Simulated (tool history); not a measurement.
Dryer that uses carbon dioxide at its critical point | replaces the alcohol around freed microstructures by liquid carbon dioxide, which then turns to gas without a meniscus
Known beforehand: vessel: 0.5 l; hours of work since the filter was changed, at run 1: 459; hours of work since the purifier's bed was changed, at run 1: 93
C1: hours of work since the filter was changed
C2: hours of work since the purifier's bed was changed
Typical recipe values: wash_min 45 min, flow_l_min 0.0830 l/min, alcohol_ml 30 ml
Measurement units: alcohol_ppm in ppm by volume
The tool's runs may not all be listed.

{"run": 1, "hour": 0.0, "wash_min": 45, "flow_l_min": 0.083, "alcohol_ml": 30, "C1": 459, "C2": 93, "alcohol_ppm": 230}
{"run": 2, "hour": 23.1, "wash_min": 45, "flow_l_min": 0.083, "alcohol_ml": 30, "C1": 470, "C2": 103, "alcohol_ppm": 235}
{"run": 3, "hour": 44.4, "wash_min": 45, "flow_l_min": 0.083, "alcohol_ml": 30, "C1": 480, "C2": 113, "alcohol_ppm": 240}
{"run": 4, "hour": 69.8, "wash_min": 45, "flow_l_min": 0.083, "alcohol_ml": 30, "C1": 491, "C2": 125, "alcohol_ppm": 236}
{"run": 5, "hour": 86.2, "wash_min": 45, "flow_l_min": 0.083, "alcohol_ml": 30, "C1": 499, "C2": 132, "alcohol_ppm": 246}
{"hour": 100.7, "done": "inlet filter changed"}
{"run": 6, "hour": 100.7, "wash_min": 50, "flow_l_min": 0.083, "alcohol_ml": 30, "C1": 0, "C2": 138, "alcohol_ppm": 75}
{"run": 7, "hour": 113.0, "wash_min": 50, "flow_l_min": 0.0515, "alcohol_ml": 30, "C1": 6, "C2": 144, "alcohol_ppm": 813}
{"run": 8, "hour": 141.6, "wash_min": 50, "flow_l_min": 0.0515, "alcohol_ml": 30, "C1": 19, "C2": 157, "alcohol_ppm": 817}
{"run": 9, "hour": 158.6, "wash_min": 50, "flow_l_min": 0.0515, "alcohol_ml": 30, "C1": 26, "C2": 165, "alcohol_ppm": 823}
{"run": 10, "hour": 180.4, "wash_min": 45, "flow_l_min": 0.083, "alcohol_ml": 30, "C1": 36, "C2": 175, "alcohol_ppm": 122}
{"run": 11, "hour": 200.3, "wash_min": 45, "flow_l_min": 0.083, "alcohol_ml": 30, "C1": 46, "C2": 184, "alcohol_ppm": 135}
{"run": 12, "hour": 229.1, "wash_min": 45, "flow_l_min": 0.083, "alcohol_ml": 30, "C1": 59, "C2": 197, "alcohol_ppm": 138}
{"run": 13, "hour": 241.4, "wash_min": 45, "flow_l_min": 0.083, "alcohol_ml": 30, "C1": 64, "C2": 203, "alcohol_ppm": 133}
{"run": 14, "hour": 260.1, "wash_min": 45, "flow_l_min": 0.083, "alcohol_ml": 30, "C1": 73, "C2": 211, "alcohol_ppm": 134}
{"run": 15, "hour": 273.7, "wash_min": 45, "flow_l_min": 0.083, "alcohol_ml": 30, "C1": 79, "C2": 218, "alcohol_ppm": 149}
{"run": 16, "hour": 295.2, "wash_min": 45, "flow_l_min": 0.083, "alcohol_ml": 30, "C1": 89, "C2": 227, "alcohol_ppm": 133}
{"run": 17, "hour": 307.6, "wash_min": 45, "flow_l_min": 0.083, "alcohol_ml": 30, "C1": 95, "C2": 233, "alcohol_ppm": 153}
{"run": 18, "hour": 322.0, "wash_min": 45, "flow_l_min": 0.083, "alcohol_ml": 30, "C1": 101, "C2": 240, "alcohol_ppm": 151}
{"run": 19, "hour": 342.4, "wash_min": 45, "flow_l_min": 0.083, "alcohol_ml": 30, "C1": 111, "C2": 249, "alcohol_ppm": 156}
{"run": 20, "hour": 366.9, "wash_min": 48, "flow_l_min": 0.083, "alcohol_ml": 30, "C1": 122, "C2": 260, "alcohol_ppm": 122}
{"run": 21, "hour": 391.9, "wash_min": 69, "flow_l_min": 0.083, "alcohol_ml": 108, "C1": 133, "C2": 272, "alcohol_ppm": 77}
{"run": 22, "hour": 420.8, "wash_min": 31, "flow_l_min": 0.0798, "alcohol_ml": 43, "C1": 146, "C2": 285, "alcohol_ppm": 1411}
{"run": 23, "hour": 447.2, "wash_min": 31, "flow_l_min": 0.0798, "alcohol_ml": 43, "C1": 158, "C2": 297, "alcohol_ppm": 1448}
{"run": 24, "hour": 472.9, "wash_min": 64, "flow_l_min": 0.0859, "alcohol_ml": 87, "C1": 170, "C2": 309, "alcohol_ppm": 86}
{"run": 25, "hour": 499.5, "wash_min": 64, "flow_l_min": 0.0676, "alcohol_ml": 60, "C1": 182, "C2": 321, "alcohol_ppm": 172}
{"run": 26, "hour": 518.8, "wash_min": 49, "flow_l_min": 0.0634, "alcohol_ml": 30, "C1": 191, "C2": 330, "alcohol_ppm": 461}
{"run": 27, "hour": 539.1, "wash_min": 49, "flow_l_min": 0.0634, "alcohol_ml": 30, "C1": 201, "C2": 339, "alcohol_ppm": 466}
{"run": 28, "hour": 569.0, "wash_min": 49, "flow_l_min": 0.0634, "alcohol_ml": 30, "C1": 214, "C2": 353, "alcohol_ppm": 463}
{"run": 29, "hour": 593.5, "wash_min": 49, "flow_l_min": 0.0634, "alcohol_ml": 30, "C1": 225, "C2": 364, "alcohol_ppm": 480}
{"run": 30, "hour": 611.6, "wash_min": 31, "flow_l_min": 0.0694, "alcohol_ml": 38, "C1": 234, "C2": 372, "alcohol_ppm": 2422}
{"run": 31, "hour": 632.4, "wash_min": 31, "flow_l_min": 0.0694, "alcohol_ml": 38, "C1": 243, "C2": 382, "alcohol_ppm": 2373}
{"run": 32, "hour": 656.2, "wash_min": 31, "flow_l_min": 0.062, "alcohol_ml": 38, "C1": 254, "C2": 392, "alcohol_ppm": 3594}
{"run": 33, "hour": 678.8, "wash_min": 71, "flow_l_min": 0.0638, "alcohol_ml": 37, "C1": 264, "C2": 403, "alcohol_ppm": 131}
{"run": 34, "hour": 699.5, "wash_min": 71, "flow_l_min": 0.0638, "alcohol_ml": 37, "C1": 274, "C2": 412, "alcohol_ppm": 140}
{"run": 35, "hour": 720.1, "wash_min": 48, "flow_l_min": 0.1142, "alcohol_ml": 36, "C1": 283, "C2": 422, "alcohol_ppm": 99}
{"run": 36, "hour": 739.2, "wash_min": 61, "flow_l_min": 0.1377, "alcohol_ml": 27, "C1": 292, "C2": 430, "alcohol_ppm": 99}
{"run": 37, "hour": 761.5, "wash_min": 37, "flow_l_min": 0.0842, "alcohol_ml": 30, "C1": 302, "C2": 441, "alcohol_ppm": 504}
{"run": 38, "hour": 786.4, "wash_min": 38, "flow_l_min": 0.1277, "alcohol_ml": 29, "C1": 314, "C2": 452, "alcohol_ppm": 111}
{"run": 39, "hour": 802.0, "wash_min": 38, "flow_l_min": 0.1277, "alcohol_ml": 29, "C1": 321, "C2": 459, "alcohol_ppm": 115}
{"run": 40, "hour": 818.7, "wash_min": 27, "flow_l_min": 0.0904, "alcohol_ml": 79, "C1": 328, "C2": 467, "alcohol_ppm": 3244}

How would selected steps in alcohol_ppm from run to run divide? Give the signed amount a tool lacking its hidden state would still show from settings, what came in and random variation, and the signed amount left for the hidden state, including any gauge scatter that is not in both of the compared results.
What the log doesn't record here: flow that reaches the vessel past the clogged filter, %; alcohol in the recycled carbon dioxide, ppm; drift of the gauge itself on alcohol_ppm, %.
Run 29 -> 30: wash_min 49 -> 31, flow_l_min 0.0634 -> 0.0694, alcohol_ml 30 -> 38. alcohol_ppm +1942 ppm by volume: hidden state +412, all else +1530.
Run 32 -> 33: wash_min 31 -> 71, flow_l_min 0.0620 -> 0.0638, alcohol_ml 38 -> 37. alcohol_ppm -3463 ppm by volume: hidden state -743, all else -2720.
Run 39 -> 40: wash_min 38 -> 27, flow_l_min 0.1277 -> 0.0904, alcohol_ml 29 -> 79. alcohol_ppm +3129 ppm by volume: hidden state +1062, all else +2067.
